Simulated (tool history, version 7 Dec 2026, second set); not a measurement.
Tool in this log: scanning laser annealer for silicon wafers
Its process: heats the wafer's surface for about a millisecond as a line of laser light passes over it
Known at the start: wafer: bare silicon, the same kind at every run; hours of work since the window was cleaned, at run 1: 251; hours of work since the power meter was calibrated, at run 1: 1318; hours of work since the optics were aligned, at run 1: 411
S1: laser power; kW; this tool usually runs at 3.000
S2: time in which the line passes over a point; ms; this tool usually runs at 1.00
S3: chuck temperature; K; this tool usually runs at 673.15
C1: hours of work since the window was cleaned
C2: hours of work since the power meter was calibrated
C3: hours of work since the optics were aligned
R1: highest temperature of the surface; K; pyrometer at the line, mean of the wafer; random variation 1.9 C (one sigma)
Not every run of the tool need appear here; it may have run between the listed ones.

run,hour,S1,S2,S3,C1,C2,C3,R1
1,0.0,3.000,1.00,673.15,251,1318,411,1470.15
2,42.3,3.000,1.00,673.15,272,1339,432,1471.15
3,77.7,3.000,1.00,673.15,290,1356,450,1466.15
4,116.9,3.000,1.00,673.15,309,1376,469,1466.15
5,181.0,3.000,1.00,673.15,341,1407,501,1466.15
# hour 203.5: window over the wafer cleaned
6,247.5,3.000,1.00,673.15,22,1439,533,1485.15
7,298.0,3.000,1.00,673.15,47,1464,558,1488.15
8,334.1,3.000,1.00,691.15,65,1482,576,1503.15
9,386.9,3.000,1.00,691.15,91,1509,602,1499.15
10,422.6,3.000,1.00,691.15,109,1526,620,1500.15
11,485.6,3.000,1.00,691.15,140,1558,651,1499.15
12,550.4,3.000,1.00,691.15,172,1590,683,1495.15
13,596.3,3.000,1.00,691.15,195,1612,706,1492.15
14,660.9,3.000,1.00,691.15,227,1644,738,1489.15
15,715.3,3.000,1.00,691.15,254,1671,765,1490.15
16,752.1,3.000,1.00,673.15,272,1690,783,1469.15
17,813.0,3.223,1.00,673.15,302,1720,813,1531.15
18,870.4,3.223,1.00,673.15,331,1748,842,1533.15
19,904.8,3.223,1.00,667.15,348,1765,859,1520.15
# hour 911.9: window over the wafer cleaned
20,947.0,3.223,1.00,706.15,17,1785,879,1590.15
21,980.2,3.223,1.00,706.15,34,1802,895,1589.15
22,1009.4,3.223,1.00,706.15,48,1816,910,1590.15
23,1049.4,2.850,0.91,639.15,68,1836,929,1365.15
24,1105.1,2.850,0.91,639.15,96,1864,957,1366.15
25,1135.0,2.850,0.91,639.15,111,1879,972,1366.15
# hour 1159.4: optics aligned, line set to its width
26,1191.4,2.822,0.75,696.15,136,1904,16,1346.15
27,1259.4,2.822,0.75,670.15,170,1938,50,1316.15
28,1301.3,2.893,1.21,669.15,191,1959,70,1526.15
29,1343.3,3.000,0.74,671.15,211,1979,91,1359.15
30,1402.4,2.821,0.83,673.15,241,2009,120,1351.15
31,1460.6,2.821,0.83,673.15,270,2038,149,1348.15
32,1501.8,3.174,0.74,650.15,290,2058,170,1378.15
33,1561.2,3.032,0.74,661.15,319,2087,199,1345.15
34,1612.8,3.248,0.98,661.15,345,2113,225,1525.15
# hour 1628.9: window over the wafer cleaned
35,1654.2,3.248,0.98,661.15,13,2133,244,1551.15
36,1697.0,2.814,1.02,673.15,34,2154,266,1443.15
37,1741.4,2.814,1.02,673.15,56,2176,288,1442.15
38,1803.3,2.580,1.00,709.15,86,2206,318,1397.15
39,1844.7,2.580,1.00,678.15,107,2227,339,1366.15
40,1910.3,2.870,1.07,675.15,139,2260,371,1474.15

Below are 5 alternative next runs, each starting from the tool's condition after run 40. Predict each:
A,1973.9,3.214,0.80,660.15,171,2291,403,?
B,1973.9,3.164,1.07,659.15,171,2291,403,?
C,1973.9,2.870,1.18,678.15,171,2291,403,?
D,1973.9,2.940,1.00,681.15,171,2291,403,?
E,1973.9,3.058,0.82,681.15,171,2291,403,?

run,R1
A,1434.15
B,1553.15
C,1521.15
D,1470.15
E,1422.15
Stripped of hidden state, with their random variation kept, the same runs would have yielded:
run,R1
A,1442.15
B,1562.15
C,1529.15
D,1478.15
E,1429.15

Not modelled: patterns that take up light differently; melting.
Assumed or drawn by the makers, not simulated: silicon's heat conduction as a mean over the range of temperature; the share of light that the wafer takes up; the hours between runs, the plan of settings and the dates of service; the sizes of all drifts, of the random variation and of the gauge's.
